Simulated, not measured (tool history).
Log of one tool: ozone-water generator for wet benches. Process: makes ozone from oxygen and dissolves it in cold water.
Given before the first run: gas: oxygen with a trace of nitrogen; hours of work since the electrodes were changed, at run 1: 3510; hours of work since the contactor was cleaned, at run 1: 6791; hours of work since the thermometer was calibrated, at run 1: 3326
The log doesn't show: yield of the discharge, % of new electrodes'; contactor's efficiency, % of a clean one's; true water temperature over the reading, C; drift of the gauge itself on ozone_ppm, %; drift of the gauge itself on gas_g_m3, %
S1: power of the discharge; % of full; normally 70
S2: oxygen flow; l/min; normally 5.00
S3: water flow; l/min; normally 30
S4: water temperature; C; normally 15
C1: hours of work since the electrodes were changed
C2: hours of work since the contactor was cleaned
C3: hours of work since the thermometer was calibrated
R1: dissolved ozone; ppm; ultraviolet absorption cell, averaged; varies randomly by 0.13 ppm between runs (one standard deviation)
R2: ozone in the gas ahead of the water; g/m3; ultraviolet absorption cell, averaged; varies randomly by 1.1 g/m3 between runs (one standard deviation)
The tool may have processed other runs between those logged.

Run 1, hour 0.0: usual settings; C1 3510; C2 6791; C3 3326. Result: R1 14.2 ppm, R2 193.5 g/m3.
Run 2, hour 123.0: usual settings; C1 3595; C2 6876; C3 3411. Result: R1 14.1 ppm, R2 195.8 g/m3.
Run 3, hour 206.3: usual settings; C1 3652; C2 6933; C3 3468. Result: R1 14.1 ppm, R2 196.2 g/m3.
Run 4, hour 322.7: usual settings; C1 3733; C2 7014; C3 3549. Result: R1 14.1 ppm, R2 194.4 g/m3.
Run 5, hour 438.9: usual settings; C1 3813; C2 7094; C3 3629. Result: R1 14.1 ppm, R2 194.2 g/m3.
Run 6, hour 535.5: usual settings but S4 10 C; C1 3880; C2 7161; C3 3696. Result: R1 14.8 ppm, R2 193.3 g/m3.
Run 7, hour 655.7: usual settings but S4 10 C; C1 3963; C2 7244; C3 3779. Result: R1 14.6 ppm, R2 194.0 g/m3.
Run 8, hour 719.6: usual settings but S4 10 C; C1 4007; C2 7288; C3 3823. Result: R1 14.8 ppm, R2 193.9 g/m3.
Run 9, hour 848.7: usual settings but S2 2.54 l/min, S4 21 C; C1 4097; C2 7378; C3 3912. Result: R1 10.3 ppm, R2 247.7 g/m3.
At hour 931.9: water thermometer calibrated.
Run 10, hour 967.4: usual settings but S2 2.54 l/min, S4 21 C; C1 4178; C2 7459; C3 25. Result: R1 10.6 ppm, R2 246.6 g/m3.
Run 11, hour 1111.2: usual settings but S1 95 % of full, S2 4.31 l/min, S3 19 l/min; C1 4278; C2 7559; C3 124. Result: R1 25.6 ppm, R2 241.3 g/m3.
Run 12, hour 1191.0: usual settings but S1 96 % of full, S2 4.78 l/min, S3 43 l/min; C1 4333; C2 7614; C3 179. Result: R1 10.7 ppm, R2 235.4 g/m3.
Run 13, hour 1331.4: usual settings but S1 41 % of full; C1 4430; C2 7711; C3 276. Result: R1 10.8 ppm, R2 147.2 g/m3.
Run 14, hour 1403.3: usual settings but S3 37 l/min; C1 4480; C2 7761; C3 326. Result: R1 11.3 ppm, R2 194.0 g/m3.
Run 15, hour 1530.9: usual settings but S1 51 % of full, S2 5.57 l/min, S3 22 l/min, S4 11 C; C1 4568; C2 7849; C3 414. Result: R1 17.9 ppm, R2 158.8 g/m3.

Branching from run 15: 4 alternative next runs. What would each branch give?
Run A, hour 1616.2: usual settings but S1 49 % of full, S2 6.52 l/min, S3 19 l/min; C1 4627; C2 7908; C3 473. Result: R1 ?, R2 ?.
Run B, hour 1616.2: usual settings but S1 45 % of full, S2 6.70 l/min, S3 20 l/min, S4 11 C; C1 4627; C2 7908; C3 473. Result: R1 ?, R2 ?.
Run C, hour 1616.2: usual settings but S1 83 % of full, S2 5.57 l/min, S3 21 l/min, S4 11 C; C1 4627; C2 7908; C3 473. Result: R1 ?, R2 ?.
Run D, hour 1616.2: usual settings but S1 51 % of full, S2 5.57 l/min, S3 25 l/min, S4 16 C; C1 4627; C2 7908; C3 473. Result: R1 ?, R2 ?.

run    R1     R2
  A  19.5  146.3
  B  18.8  137.9
  C  24.2  202.2
  D  14.6  157.3
Take away the tool's hidden state, keep each run's random variation, and the runs would have read:
run    R1     R2
  A  19.5  146.5
  B  18.8  138.0
  C  24.3  202.4
  D  14.7  157.4
